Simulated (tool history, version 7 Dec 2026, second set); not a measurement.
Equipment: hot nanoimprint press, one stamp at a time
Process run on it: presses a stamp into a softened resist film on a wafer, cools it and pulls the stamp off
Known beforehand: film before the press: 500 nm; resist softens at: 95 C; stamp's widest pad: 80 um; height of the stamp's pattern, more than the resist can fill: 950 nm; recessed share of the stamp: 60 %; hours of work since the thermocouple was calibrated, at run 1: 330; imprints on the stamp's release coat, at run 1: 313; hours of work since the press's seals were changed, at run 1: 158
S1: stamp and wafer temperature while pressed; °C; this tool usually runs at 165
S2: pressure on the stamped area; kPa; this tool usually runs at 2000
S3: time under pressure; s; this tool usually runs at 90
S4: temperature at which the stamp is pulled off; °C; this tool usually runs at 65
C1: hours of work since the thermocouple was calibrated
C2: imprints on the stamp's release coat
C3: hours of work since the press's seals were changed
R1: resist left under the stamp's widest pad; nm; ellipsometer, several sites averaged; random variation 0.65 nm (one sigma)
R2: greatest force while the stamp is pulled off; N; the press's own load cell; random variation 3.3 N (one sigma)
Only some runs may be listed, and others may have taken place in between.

run	hour	S1	S2	S3	S4	C1	C2	C3	R1	R2
1	0	165	2000	90	65	330	313	158	259.2	218
2	5.1	165	2000	90	65	334	335	162	257.9	219
3	13.3	165	1620	90	65	340	372	168	280.6	216
4	19.2	165	1620	90	65	344	397	172	281.4	225
5	29.4	165	2000	90	65	352	442	180	257.3	216
6	34.9	165	2000	90	65	356	467	184	258.4	223
7	46.2	165	2000	90	65	364	517	192	257.3	222
8	53.1	165	2000	90	65	369	547	197	258.9	225
9	58.8	165	2000	90	65	374	573	202	257.1	224
# hour 65.3: plate thermocouple calibrated
10	69.2	165	2000	90	65	3	605	207	258.2	226
11	74.4	165	2000	90	65	7	628	211	258.6	218
12	80.2	165	2000	90	65	11	654	215	257.6	224
13	91.2	165	1210	90	65	19	702	223	310.9	222
14	101.3	165	2000	90	65	27	747	231	257.4	219
15	110.9	165	2000	90	65	34	790	238	257.5	224
16	118	160	1340	72	60	39	821	243	375	254
17	124.2	165	2000	90	72	44	848	248	257.6	187
18	129.1	164	2000	154	72	47	870	252	220.4	191
19	138.1	170	3180	58	72	54	910	258	197.8	188
20	148.4	170	3180	58	72	62	955	266	198.1	188
21	156.1	170	3180	58	72	67	989	272	198.4	185
22	164.7	170	2150	58	68	74	1027	278	235.6	212
23	172.6	165	2000	68	65	80	1062	284	282.3	222
24	182.6	155	2940	81	51	87	1106	291	343.9	291
25	189.1	169	2940	46	51	92	1135	296	233.1	286
26	196.8	164	2720	46	51	98	1169	302	295.4	291
# hour 209.1: stamp cleaned and given a new release coat
27	211.1	164	2720	46	51	104	9	308	295.2	294
28	220.8	164	2720	46	51	111	51	315	294.9	283
# hour 230.6: gauge calibrated
29	231.5	164	1510	46	63	119	99	323	360.7	234

3 ways to go on from here, each from the tool as it stands after run 29. What would each give?
A	240	164	1510	134	71	125	136	329	?	?
B	240	159	1510	161	64	125	136	329	?	?
C	240	166	1510	46	63	125	136	329	?	?

run	R1	R2
A	264	195
B	305.8	229
C	340.1	238
Without the tool's unlogged condition, the same runs would have read:
run	R1	R2
A	264.3	195
B	306.1	229
C	340.4	238

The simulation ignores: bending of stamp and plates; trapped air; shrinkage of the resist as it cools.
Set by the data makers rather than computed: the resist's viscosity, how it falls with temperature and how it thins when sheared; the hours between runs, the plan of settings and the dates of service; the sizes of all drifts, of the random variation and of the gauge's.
